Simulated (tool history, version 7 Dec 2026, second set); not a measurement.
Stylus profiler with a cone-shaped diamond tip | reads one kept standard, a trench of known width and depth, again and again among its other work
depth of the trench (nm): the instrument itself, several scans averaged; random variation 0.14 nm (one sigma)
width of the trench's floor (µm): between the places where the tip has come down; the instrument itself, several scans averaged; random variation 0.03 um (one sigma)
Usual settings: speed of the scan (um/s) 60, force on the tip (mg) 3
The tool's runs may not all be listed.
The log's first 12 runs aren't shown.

run	hour	speed of the scan (um/s)	force on the tip (mg)	depth of the trench (nm)	width of the trench's floor (µm)
# hour 800.6: height scale calibrated on a step standard, once more
13	806.1	44	3	507.3	46.06
14	856.9	162	3	507.82	45.85
15	943.6	162	3	507.43	45.79
16	980.3	162	3	507.7	45.8
17	1065.8	23	3	507.9	46
18	1135.2	19	1.12	504.31	45.97
19	1202.7	19	1.12	504.25	45.9
20	1291.4	33	3	508.35	45.9
21	1330.8	167	8.2	515.61	45.77
22	1393.4	90	3.61	509.41	45.82
23	1468.5	178	3.47	509.04	45.64
24	1548.4	58	1.58	505.62	45.7
25	1618.5	58	1.58	506.12	45.68
26	1672.6	58	1.58	506.1	45.64
27	1732.3	225	4.32	511.07	45.47
28	1778.4	26	2.51	508.33	45.7
29	1845.7	33	1.35	505.92	45.67
30	1900.1	33	1.97	507.32	45.63
31	1964.5	33	1.97	507.38	45.59
32	2007.4	49	1.54	506.46	45.61
33	2098.6	49	4.73	512.37	45.6

3 ways to go on from here, each from the tool as it stands after run 33. What would each give?
A	2165.5	130	3	?	?
B	2165.5	60	1.84	?	?
C	2165.5	217	3	?	?

run	depth of the trench (nm)	width of the trench's floor (µm)
A	509.28	45.47
B	507.42	45.43
C	509.94	45.2
Without the tool's hidden state the same runs would have given:
run	depth of the trench (nm)	width of the trench's floor (µm)
A	507.22	46.86
B	505.38	46.82
C	507.88	46.6

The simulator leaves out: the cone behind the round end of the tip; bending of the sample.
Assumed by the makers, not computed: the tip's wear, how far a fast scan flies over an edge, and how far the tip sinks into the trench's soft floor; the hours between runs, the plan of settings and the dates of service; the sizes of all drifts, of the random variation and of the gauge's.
